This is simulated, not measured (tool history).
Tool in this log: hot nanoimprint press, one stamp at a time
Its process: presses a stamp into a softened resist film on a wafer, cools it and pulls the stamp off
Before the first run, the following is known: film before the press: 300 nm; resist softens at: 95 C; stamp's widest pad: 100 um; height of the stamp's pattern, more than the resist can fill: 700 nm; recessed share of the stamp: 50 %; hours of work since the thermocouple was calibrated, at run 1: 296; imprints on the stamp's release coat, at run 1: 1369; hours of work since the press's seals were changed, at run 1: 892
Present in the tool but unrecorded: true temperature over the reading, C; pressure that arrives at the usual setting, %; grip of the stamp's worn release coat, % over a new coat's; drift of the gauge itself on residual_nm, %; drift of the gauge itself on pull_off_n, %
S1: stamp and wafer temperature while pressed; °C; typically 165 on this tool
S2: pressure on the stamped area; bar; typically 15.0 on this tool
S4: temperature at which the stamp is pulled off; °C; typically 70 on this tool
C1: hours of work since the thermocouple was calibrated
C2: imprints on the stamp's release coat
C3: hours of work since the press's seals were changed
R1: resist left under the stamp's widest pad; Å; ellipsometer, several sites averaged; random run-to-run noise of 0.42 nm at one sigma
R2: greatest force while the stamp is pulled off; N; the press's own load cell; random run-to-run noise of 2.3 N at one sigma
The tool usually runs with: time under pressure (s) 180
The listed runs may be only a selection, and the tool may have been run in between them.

Run 1, hour 0.0: usual settings; C1 296; C2 1369; C3 892. Result: R1 1366 Å, R2 143 N.
Run 2, hour 40.3: usual settings; C1 326; C2 1480; C3 922. Result: R1 1350 Å, R2 142 N.
At hour 116.1: plate thermocouple calibrated.
Run 3, hour 118.5: usual settings but S4 75 °C; C1 2; C2 1687; C3 978. Result: R1 1333 Å, R2 148 N.
At hour 179.6: stamp cleaned and given a new release coat.
Run 4, hour 195.9: usual settings but S4 75 °C; C1 55; C2 45; C3 1032. Result: R1 1316 Å, R2 120 N.
Run 5, hour 290.3: usual settings but S4 75 °C; C1 126; C2 305; C3 1102. Result: R1 1318 Å, R2 121 N.
At hour 338.8: plate thermocouple calibrated, once more.
Run 6, hour 345.9: usual settings but time under pressure (s) 125; C1 5; C2 450; C3 1141. Result: R1 1612 Å, R2 130 N.
Run 7, hour 413.0: usual settings but time under pressure (s) 126; C1 56; C2 635; C3 1192. Result: R1 1590 Å, R2 131 N.
Run 8, hour 492.5: usual settings but time under pressure (s) 126; C1 115; C2 853; C3 1251. Result: R1 1592 Å, R2 137 N.
Run 9, hour 564.1: usual settings but time under pressure (s) 126; C1 169; C2 1050; C3 1305. Result: R1 1576 Å, R2 137 N.
At hour 612.2: press's hydraulic seals changed and the load cell set to zero.
Run 10, hour 631.6: usual settings; C1 213; C2 1214; C3 15. Result: R1 1361 Å, R2 141 N.
Run 11, hour 694.7: usual settings but S1 153 °C; C1 260; C2 1388; C3 62. Result: R1 2185 Å, R2 143 N.
Run 12, hour 778.2: usual settings but S1 153 °C, S4 66 °C; C1 323; C2 1618; C3 124. Result: R1 2176 Å, R2 148 N.
Run 13, hour 844.8: usual settings but S1 153 °C, S4 66 °C; C1 373; C2 1801; C3 174. Result: R1 2170 Å, R2 154 N.
At hour 860.9: plate thermocouple calibrated.
At hour 866.9: stamp cleaned and given a new release coat.
Run 14, hour 948.6: usual settings but S4 77 °C; C1 61; C2 224; C3 245. Result: R1 1375 Å, R2 122 N.
Run 15, hour 1008.6: usual settings but S4 71 °C; C1 106; C2 390; C3 290. Result: R1 1368 Å, R2 126 N.
Run 16, hour 1062.5: usual settings but S4 71 °C; C1 146; C2 538; C3 330. Result: R1 1374 Å, R2 132 N.
Run 17, hour 1150.1: usual settings but S1 176 °C, S2 16.9 bar, S4 56 °C; C1 212; C2 779; C3 396. Result: R1 779 Å, R2 145 N.
Run 18, hour 1240.5: usual settings but S1 176 °C, S2 16.9 bar, S4 56 °C; C1 279; C2 1028; C3 463. Result: R1 768 Å, R2 151 N.
Run 19, hour 1294.5: usual settings but S1 176 °C, S2 16.9 bar, S4 56 °C; C1 320; C2 1177; C3 504. Result: R1 771 Å, R2 156 N.
Run 20, hour 1348.5: usual settings but time under pressure (s) 308, S4 71 °C; C1 360; C2 1326; C3 544. Result: R1 1076 Å, R2 144 N.
At hour 1381.7: plate thermocouple calibrated.
Run 21, hour 1432.1: usual settings but S1 159 °C, S2 9.1 bar, S4 74 °C; C1 38; C2 1548; C3 604. Result: R1 2086 Å, R2 139 N.
Run 22, hour 1472.0: usual settings but S1 167 °C, S2 9.1 bar, time under pressure (s) 280, S4 71 °C; C1 68; C2 1658; C3 634. Result: R1 1313 Å, R2 144 N.
At hour 1542.7: stamp cleaned and given a new release coat.
Run 23, hour 1558.2: usual settings but S2 23.0 bar, time under pressure (s) 307; C1 128; C2 42; C3 694. Result: R1 910 Å, R2 121 N.
Run 24, hour 1603.7: usual settings but S2 23.0 bar, time under pressure (s) 307; C1 162; C2 168; C3 728. Result: R1 899 Å, R2 121 N.
Run 25, hour 1644.2: usual settings but S1 159 °C, S2 12.7 bar, S4 67 °C; C1 192; C2 279; C3 759. Result: R1 1855 Å, R2 130 N.
Run 26, hour 1722.3: usual settings but S1 159 °C, S2 23.2 bar, S4 59 °C; C1 250; C2 494; C3 817. Result: R1 1488 Å, R2 134 N.
Run 27, hour 1765.8: usual settings but S1 159 °C, S2 23.2 bar, S4 59 °C; C1 283; C2 614; C3 850. Result: R1 1483 Å, R2 138 N.
Run 28, hour 1826.0: usual settings but S1 159 °C, S2 23.2 bar, S4 59 °C; C1 328; C2 780; C3 895. Result: R1 1490 Å, R2 142 N.
At hour 1898.2: plate thermocouple calibrated.
Run 29, hour 1920.8: usual settings but S1 159 °C, S2 23.2 bar, S4 59 °C; C1 17; C2 1033; C3 963. Result: R1 1527 Å, R2 148 N.

Below are 5 alternative next runs, each starting from the tool's condition after run 29. Predict each:
Run A, hour 1988.2: usual settings but S1 174 °C, S2 10.1 bar, time under pressure (s) 157; C1 67; C2 1218; C3 1014. Result: R1 ?, R2 ?.
Run B, hour 1988.2: usual settings but S1 159 °C, S2 10.7 bar, S4 59 °C; C1 67; C2 1218; C3 1014. Result: R1 ?, R2 ?.
Run C, hour 1988.2: usual settings but S1 172 °C; C1 67; C2 1218; C3 1014. Result: R1 ?, R2 ?.
Run D, hour 1988.2: usual settings but S4 56 °C; C1 67; C2 1218; C3 1014. Result: R1 ?, R2 ?.
Run E, hour 1988.2: usual settings but S1 162 °C, S2 23.2 bar, time under pressure (s) 358, S4 76 °C; C1 67; C2 1218; C3 1014. Result: R1 ?, R2 ?.

run    R1   R2
  A  1154  138
  B  1980  149
  C  1002  142
  D  1376  149
  E   995  137
Had the tool no hidden state, the same runs would have come out as:
run    R1   R2
  A  1157  119
  B  1987  129
  C  1002  123
  D  1377  129
  E   989  119

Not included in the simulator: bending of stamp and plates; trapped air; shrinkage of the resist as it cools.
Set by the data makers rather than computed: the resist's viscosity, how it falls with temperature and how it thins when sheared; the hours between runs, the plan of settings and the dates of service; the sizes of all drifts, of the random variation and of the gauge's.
